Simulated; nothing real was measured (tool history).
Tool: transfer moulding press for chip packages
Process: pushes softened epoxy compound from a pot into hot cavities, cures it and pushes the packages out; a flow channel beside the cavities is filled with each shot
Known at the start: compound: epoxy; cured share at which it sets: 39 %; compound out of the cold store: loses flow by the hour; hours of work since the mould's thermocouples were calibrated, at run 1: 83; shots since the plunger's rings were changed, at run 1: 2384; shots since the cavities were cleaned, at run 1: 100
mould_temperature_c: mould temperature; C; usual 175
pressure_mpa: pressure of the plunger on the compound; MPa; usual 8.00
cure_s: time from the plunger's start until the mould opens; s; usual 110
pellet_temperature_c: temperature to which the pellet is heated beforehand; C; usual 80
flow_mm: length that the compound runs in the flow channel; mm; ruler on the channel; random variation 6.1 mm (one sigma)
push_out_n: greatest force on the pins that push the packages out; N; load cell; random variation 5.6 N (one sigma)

run,hour,mould_temperature_c,pressure_mpa,cure_s,pellet_temperature_c,hours of work since the mould's thermocouples were calibrated,shots since the plunger's rings were changed,shots since the cavities were cleaned,incoming compound's hours out of the cold store,flow_mm,push_out_n
1,0.0,175,8.00,110,80,83,2384,100,40.2,631,230
2,21.9,175,8.00,110,80,93,2570,286,31.5,652,270
3,39.7,175,8.00,110,82,101,2721,437,21.7,684,297
# hour 53.4: cavities cleaned with cleaning compound and waxed
4,59.0,175,8.00,110,82,109,2873,48,37.6,635,215
5,76.8,175,8.00,110,82,118,3024,199,36.3,637,264
6,106.8,175,6.94,110,80,132,3279,454,19.7,634,296
# hour 119.0: cavities cleaned with cleaning compound and waxed
7,129.7,175,6.94,110,80,141,3461,92,16.7,635,234
# hour 136.4: plunger's sealing rings changed
8,155.0,175,8.00,136,80,152,158,285,33.3,676,212
9,177.4,175,8.00,110,80,162,349,476,11.7,736,325
# hour 185.2: cavities cleaned with cleaning compound and waxed
10,192.1,175,8.00,110,88,169,460,58,43.7,642,210
11,206.5,175,8.00,102,80,175,583,181,38.4,666,280
12,230.4,175,8.00,102,73,186,786,384,22.8,712,348
# hour 251.1: cavities cleaned with cleaning compound and waxed
13,258.9,175,8.00,102,73,199,1015,66,35.5,656,264
14,274.8,175,8.00,102,73,206,1150,201,27.6,682,314
15,293.4,168,6.68,135,84,215,1308,359,8.9,705,336
16,307.7,173,8.00,95,70,221,1430,481,44.5,642,489
# hour 315.5: cavities cleaned with cleaning compound and waxed
17,338.7,168,6.81,97,70,235,1681,197,11.8,695,620
18,360.6,168,6.81,97,70,245,1867,383,41.3,618,644
# hour 363.9: mould's thermocouples calibrated
# hour 381.1: cavities cleaned with cleaning compound and waxed
19,386.8,168,6.89,121,75,10,2060,49,36.8,624,304
20,414.2,178,6.89,108,75,23,2293,282,32.1,597,254
21,435.4,178,6.89,108,75,32,2472,461,32.8,605,274
# hour 447.1: cavities cleaned with cleaning compound and waxed
22,451.9,170,7.25,117,83,39,2600,41,21.8,668,289
23,468.8,170,7.25,117,83,47,2743,184,22.1,660,326
24,498.0,170,7.25,117,83,61,2992,433,40.4,619,359
# hour 510.6: cavities cleaned with cleaning compound and waxed
# hour 515.3: mould's thermocouples calibrated, once more
25,533.6,170,7.25,117,83,8,3264,178,41.8,620,313
26,554.9,170,7.25,117,83,18,3445,359,44.8,603,354
# hour 563.1: plunger's sealing rings changed
27,573.6,170,7.25,117,83,26,89,497,38.9,649,376
# hour 581.3: cavities cleaned with cleaning compound and waxed
28,595.3,170,7.25,104,83,35,261,119,41.3,652,371

Forecast each of these 3 alternatives for the next run:
A,608.9,169,8.23,143,80,41,377,235,36.1,?,?
B,608.9,180,8.09,103,80,41,377,235,32.9,?,?
C,608.9,181,6.15,118,80,41,377,235,29.5,?,?

run,flow_mm,push_out_n
A,703,241
B,675,229
C,594,194
Without the tool's hidden state the same runs would have given:
run,flow_mm,push_out_n
A,706,182
B,678,174
C,596,149
